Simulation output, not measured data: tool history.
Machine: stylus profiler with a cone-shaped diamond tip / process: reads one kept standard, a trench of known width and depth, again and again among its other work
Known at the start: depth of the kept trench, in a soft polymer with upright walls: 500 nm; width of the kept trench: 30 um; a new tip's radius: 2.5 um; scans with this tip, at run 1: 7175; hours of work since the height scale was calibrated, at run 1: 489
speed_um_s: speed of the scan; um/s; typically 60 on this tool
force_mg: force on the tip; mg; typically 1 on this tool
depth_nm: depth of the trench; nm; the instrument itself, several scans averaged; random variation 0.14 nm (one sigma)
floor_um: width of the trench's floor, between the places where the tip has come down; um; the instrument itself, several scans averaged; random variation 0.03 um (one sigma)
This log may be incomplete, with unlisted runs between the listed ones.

run	hour	speed_um_s	force_mg	scans with this tip	hours of work since the height scale was calibrated	depth_nm	floor_um
1	0	60	1	7175	489	504.94	24.44
2	32.2	60	1	7500	511	504.99	24.44
3	50.3	60	1	7683	524	504.84	24.4
4	85.7	60	1	8040	548	505.21	24.27
5	105.4	60	1	8238	562	505.35	24.29
6	122.9	60	1	8414	574	505.13	24.21
# hour 132.4: new tip fitted, height scale calibrated
7	148.6	60	1	164	11	503.91	26.41
# hour 150.6: height scale calibrated on a step standard
8	177	60	0.42	445	18	502.25	25.93
9	212.1	60	1	799	42	504.1	26.14
10	233.7	21	1.51	1016	57	505.37	26.52
11	268.1	60	0.42	1363	81	502.62	25.66
12	291.2	60	0.42	1596	97	502.79	25.6
13	322	29	2.99	1907	118	508.5	26.29
# hour 325.5: height scale calibrated on a step standard, once more
14	341.2	19	1.96	2095	11	506.35	26.26
15	366.5	58	0.98	2350	28	504.14	25.7
16	395.9	77	0.66	2646	48	503.04	25.22
17	425.9	24	0.81	2949	69	503.55	25.97

Consider 3 possible next runs. They are alternatives, not a sequence: every one starts from the tool as it was left by run 17. What does each give?
A	452.3	60	2.63	3215	87	?	?
B	452.3	34	0.64	3215	87	?	?
C	452.3	60	0.52	3215	87	?	?

run	depth_nm	floor_um
A	507.63	25.71
B	503.19	25.69
C	502.7	25.2
What these runs would have given with no unlogged condition in the tool:
run	depth_nm	floor_um
A	507.46	26.61
B	503.02	26.59
C	502.54	26.1

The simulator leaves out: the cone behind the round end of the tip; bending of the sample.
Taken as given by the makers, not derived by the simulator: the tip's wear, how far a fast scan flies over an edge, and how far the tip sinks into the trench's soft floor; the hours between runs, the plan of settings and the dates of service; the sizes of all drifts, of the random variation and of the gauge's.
